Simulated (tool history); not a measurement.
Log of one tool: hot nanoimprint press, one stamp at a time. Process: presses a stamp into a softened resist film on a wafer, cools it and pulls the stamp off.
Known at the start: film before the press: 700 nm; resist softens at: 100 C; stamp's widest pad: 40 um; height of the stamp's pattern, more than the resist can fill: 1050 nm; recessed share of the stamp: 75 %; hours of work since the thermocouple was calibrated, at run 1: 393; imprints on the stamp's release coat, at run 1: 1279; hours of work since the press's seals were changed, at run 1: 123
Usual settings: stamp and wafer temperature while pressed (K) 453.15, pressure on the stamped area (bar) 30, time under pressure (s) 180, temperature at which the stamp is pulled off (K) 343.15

run	hour	stamp and wafer temperature while pressed (K)	pressure on the stamped area (bar)	time under pressure (s)	temperature at which the stamp is pulled off (K)	hours of work since the thermocouple was calibrated	imprints on the stamp's release coat	hours of work since the press's seals were changed	resist left under the stamp's widest pad (angstrom)	greatest force while the stamp is pulled off (N)
1	0	453.15	30	180	343.15	393	1279	123	4199	96
2	12.8	453.15	30	221	343.15	402	1346	132	3897	95
3	26.7	444.15	30	180	343.15	412	1419	142	5551	95
4	40.8	444.15	30	180	343.15	423	1494	153	5506	96
5	49.2	444.15	30	180	343.15	429	1538	159	5552	95
# hour 59.3: stamp cleaned and given a new release coat
6	68.7	453.15	30	180	339.15	439	50	169	4206	107
7	77.7	453.15	30	180	343.15	446	98	176	4189	95
8	88.2	453.15	30	180	343.15	453	153	183	4186	96
9	98.3	453.15	30	180	345.15	461	206	191	4177	90
# hour 109.9: plate thermocouple calibrated
10	110.6	444.15	30	180	348.15	1	255	198	5586	85
11	117.4	451.15	30	308	343.15	6	291	203	3853	95
12	130.2	459.15	39.5	308	336.15	15	358	212	2389	112
13	136.8	458.15	39.5	128	336.15	20	393	217	3455	113
14	142.8	458.15	39.5	128	336.15	24	425	222	3481	114
15	151.3	450.15	30	125	341.15	31	470	228	5141	100
16	165.6	448.15	24.2	92	330.15	41	545	239	6016	125
17	171.5	460.15	30	180	346.15	46	576	243	3247	89

The same runs without the tool's hidden state, with the same run-to-run variation:
The hidden state here: true temperature over the reading, C; pressure that arrives at the usual setting, %; grip of the stamp's worn release coat, % over a new coat's; drift of the gauge itself on residual_nm, %; drift of the gauge itself on pull_off_n, %.
run	resist left under the stamp's widest pad (angstrom)
1	4210
2	3903
3	5548
4	5497
5	5540
6	4196
7	4176
8	4168
9	4156
10	5536
11	3816
12	2363
13	3415
14	3439
15	5078
16	5936
17	3201
greatest force while the stamp is pulled off (N): within 1 of the measured result in every run.
